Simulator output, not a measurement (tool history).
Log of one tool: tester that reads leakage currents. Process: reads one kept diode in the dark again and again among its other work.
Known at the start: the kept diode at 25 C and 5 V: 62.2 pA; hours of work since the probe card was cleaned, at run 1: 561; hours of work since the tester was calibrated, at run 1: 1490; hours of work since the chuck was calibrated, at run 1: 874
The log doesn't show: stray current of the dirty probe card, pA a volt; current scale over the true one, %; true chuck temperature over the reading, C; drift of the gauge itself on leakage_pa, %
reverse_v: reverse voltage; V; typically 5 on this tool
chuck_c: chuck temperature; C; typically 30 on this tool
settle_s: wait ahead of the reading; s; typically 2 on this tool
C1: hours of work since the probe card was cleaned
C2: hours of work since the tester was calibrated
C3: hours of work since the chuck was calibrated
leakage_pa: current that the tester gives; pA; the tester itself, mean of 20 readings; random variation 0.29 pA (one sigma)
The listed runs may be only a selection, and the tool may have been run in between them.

{"run": 1, "hour": 0.0, "reverse_v": 5, "chuck_c": 30, "settle_s": 2, "C1": 561, "C2": 1490, "C3": 874, "leakage_pa": 92.8}
{"run": 2, "hour": 83.1, "reverse_v": 5, "chuck_c": 30, "settle_s": 2, "C1": 625, "C2": 1554, "C3": 938, "leakage_pa": 91.5}
{"run": 3, "hour": 145.3, "reverse_v": 5, "chuck_c": 30, "settle_s": 2, "C1": 673, "C2": 1602, "C3": 985, "leakage_pa": 91.96}
{"run": 4, "hour": 220.5, "reverse_v": 5, "chuck_c": 30, "settle_s": 2, "C1": 731, "C2": 1660, "C3": 1043, "leakage_pa": 91.37}
{"run": 5, "hour": 292.3, "reverse_v": 5, "chuck_c": 30, "settle_s": 2, "C1": 786, "C2": 1715, "C3": 1098, "leakage_pa": 91.96}
{"run": 6, "hour": 339.3, "reverse_v": 5, "chuck_c": 30, "settle_s": 0.5, "C1": 822, "C2": 1751, "C3": 1134, "leakage_pa": 92.43}
{"run": 7, "hour": 393.3, "reverse_v": 5, "chuck_c": 30, "settle_s": 0.5, "C1": 863, "C2": 1792, "C3": 1176, "leakage_pa": 92.52}
{"run": 8, "hour": 476.6, "reverse_v": 5, "chuck_c": 30, "settle_s": 2, "C1": 927, "C2": 1856, "C3": 1240, "leakage_pa": 91.79}
{"run": 9, "hour": 538.0, "reverse_v": 5, "chuck_c": 30, "settle_s": 2, "C1": 975, "C2": 1904, "C3": 1287, "leakage_pa": 91.87}
{"run": 10, "hour": 591.9, "reverse_v": 5, "chuck_c": 30, "settle_s": 2, "C1": 1016, "C2": 1945, "C3": 1328, "leakage_pa": 92.09}
{"run": 11, "hour": 672.8, "reverse_v": 5, "chuck_c": 30, "settle_s": 2, "C1": 1078, "C2": 2007, "C3": 1390, "leakage_pa": 91.57}
{"run": 12, "hour": 747.0, "reverse_v": 5, "chuck_c": 30, "settle_s": 0.32, "C1": 1135, "C2": 2064, "C3": 1447, "leakage_pa": 93.2}
{"run": 13, "hour": 816.6, "reverse_v": 5, "chuck_c": 30, "settle_s": 2, "C1": 1188, "C2": 2117, "C3": 1501, "leakage_pa": 91.26}
{"hour": 823.3, "done": "chuck's temperature calibrated"}
{"run": 14, "hour": 861.7, "reverse_v": 5, "chuck_c": 21, "settle_s": 2, "C1": 1222, "C2": 2151, "C3": 30, "leakage_pa": 50.71}
{"run": 15, "hour": 946.4, "reverse_v": 5, "chuck_c": 30, "settle_s": 2, "C1": 1287, "C2": 2216, "C3": 95, "leakage_pa": 103.3}
{"run": 16, "hour": 1018.7, "reverse_v": 5, "chuck_c": 30, "settle_s": 2, "C1": 1342, "C2": 2271, "C3": 150, "leakage_pa": 103.44}
{"run": 17, "hour": 1106.6, "reverse_v": 5, "chuck_c": 30, "settle_s": 2, "C1": 1410, "C2": 2339, "C3": 218, "leakage_pa": 103.08}
{"run": 18, "hour": 1194.7, "reverse_v": 1.24, "chuck_c": 30, "settle_s": 0.32, "C1": 1477, "C2": 2406, "C3": 285, "leakage_pa": 62.38}
{"run": 19, "hour": 1278.5, "reverse_v": 2.89, "chuck_c": 30, "settle_s": 3.91, "C1": 1542, "C2": 2471, "C3": 350, "leakage_pa": 83.93}
{"run": 20, "hour": 1340.4, "reverse_v": 4.95, "chuck_c": 34, "settle_s": 3.91, "C1": 1589, "C2": 2518, "C3": 397, "leakage_pa": 139.86}
{"run": 21, "hour": 1387.8, "reverse_v": 4.95, "chuck_c": 34, "settle_s": 3.91, "C1": 1626, "C2": 2555, "C3": 434, "leakage_pa": 139.82}
{"run": 22, "hour": 1460.1, "reverse_v": 4.95, "chuck_c": 34, "settle_s": 3.91, "C1": 1681, "C2": 2610, "C3": 489, "leakage_pa": 139.37}
{"run": 23, "hour": 1535.1, "reverse_v": 18, "chuck_c": 34, "settle_s": 3.91, "C1": 1739, "C2": 2668, "C3": 547, "leakage_pa": 230.75}
{"run": 24, "hour": 1572.3, "reverse_v": 17.14, "chuck_c": 38, "settle_s": 0.3, "C1": 1767, "C2": 2696, "C3": 575, "leakage_pa": 305.9}
{"run": 25, "hour": 1634.3, "reverse_v": 8.44, "chuck_c": 29, "settle_s": 1.36, "C1": 1815, "C2": 2744, "C3": 623, "leakage_pa": 118.55}
{"run": 26, "hour": 1679.8, "reverse_v": 8.44, "chuck_c": 29, "settle_s": 1.36, "C1": 1850, "C2": 2779, "C3": 658, "leakage_pa": 118.02}
{"run": 27, "hour": 1754.2, "reverse_v": 2.55, "chuck_c": 51, "settle_s": 0.65, "C1": 1907, "C2": 2836, "C3": 715, "leakage_pa": 397.25}
{"run": 28, "hour": 1809.1, "reverse_v": 1.94, "chuck_c": 44, "settle_s": 1.77, "C1": 1949, "C2": 2878, "C3": 757, "leakage_pa": 215.09}
{"run": 29, "hour": 1898.0, "reverse_v": 1.94, "chuck_c": 44, "settle_s": 1.77, "C1": 2017, "C2": 2946, "C3": 825, "leakage_pa": 212.83}
{"run": 30, "hour": 1963.0, "reverse_v": 1.45, "chuck_c": 22, "settle_s": 0.38, "C1": 2067, "C2": 2996, "C3": 875, "leakage_pa": 33.71}
{"run": 31, "hour": 2020.4, "reverse_v": 1.45, "chuck_c": 22, "settle_s": 0.38, "C1": 2111, "C2": 3040, "C3": 919, "leakage_pa": 33.65}
{"hour": 2037.5, "done": "probe card cleaned and baked"}
{"run": 32, "hour": 2103.5, "reverse_v": 8.25, "chuck_c": 30, "settle_s": 2, "C1": 51, "C2": 3102, "C3": 981, "leakage_pa": 108.76}
{"run": 33, "hour": 2144.5, "reverse_v": 14.56, "chuck_c": 22, "settle_s": 2, "C1": 82, "C2": 3133, "C3": 1012, "leakage_pa": 66.14}

Some steps in leakage_pa between neighbouring runs. How much of each would the tool show without its hidden state too (settings, what came in, random variation), and how much is left for the hidden state, with any gauge scatter that isn't in both results?
Run 22 -> 23: reverse_v 4.95 -> 18. leakage_pa +91.38 pA: hidden state +21.41, all else +69.97.
Run 24 -> 25: reverse_v 17.14 -> 8.44, chuck_c 38 -> 29, settle_s 0.3 -> 1.36. leakage_pa -187.35 pA: hidden state -12.2, all else -175.15.
Run 26 -> 27: reverse_v 8.44 -> 2.55, chuck_c 29 -> 51, settle_s 1.36 -> 0.65. leakage_pa +279.23 pA: hidden state -18.4, all else +297.63.
Run 27 -> 28: reverse_v 2.55 -> 1.94, chuck_c 51 -> 44, settle_s 0.65 -> 1.77. leakage_pa -182.16 pA: hidden state +2.69, all else -184.85.
